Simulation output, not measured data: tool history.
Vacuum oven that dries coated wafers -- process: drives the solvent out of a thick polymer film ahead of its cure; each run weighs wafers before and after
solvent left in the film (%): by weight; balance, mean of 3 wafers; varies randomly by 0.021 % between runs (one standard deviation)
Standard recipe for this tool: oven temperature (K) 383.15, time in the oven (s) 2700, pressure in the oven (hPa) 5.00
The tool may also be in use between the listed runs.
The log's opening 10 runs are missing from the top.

run	day	oven temperature (K)	time in the oven (s)	pressure in the oven (hPa)	solvent left in the film (%)
11	5.338	383.15	3180	5.00	0.98
12	5.967	383.15	3180	4.93	1.00
13	6.458	383.15	2700	5.00	1.44
14	7.054	383.15	2700	5.00	1.38
15	7.783	383.15	2700	5.00	1.40
16	8.433	383.15	2700	5.00	1.41
17	8.812	383.15	2700	10.62	1.57
18	9.504	383.15	2700	10.62	1.58
19	10.238	369.15	2640	10.62	3.93
20	10.983	369.15	4560	13.94	1.88
21	11.596	382.15	1920	5.00	2.83
22	11.967	382.15	1920	5.00	2.84
23	12.588	385.15	1920	5.00	2.32
24	13.325	385.15	1920	10.51	2.44
25	13.775	377.15	1920	9.60	3.84
26	14.554	377.15	1920	9.60	3.86
27	14.888	377.15	1920	9.60	3.83
28	15.617	383.15	1680	10.12	3.35

Run 29 is up next; what results do you expect?
29	16.379	383.15	1680	10.12	?

Logged for run 29: solvent left in the film (%) 3.34.
On a tool with no hidden condition, and with the same random variation, this run would have come out at solvent left in the film (%) 3.40.
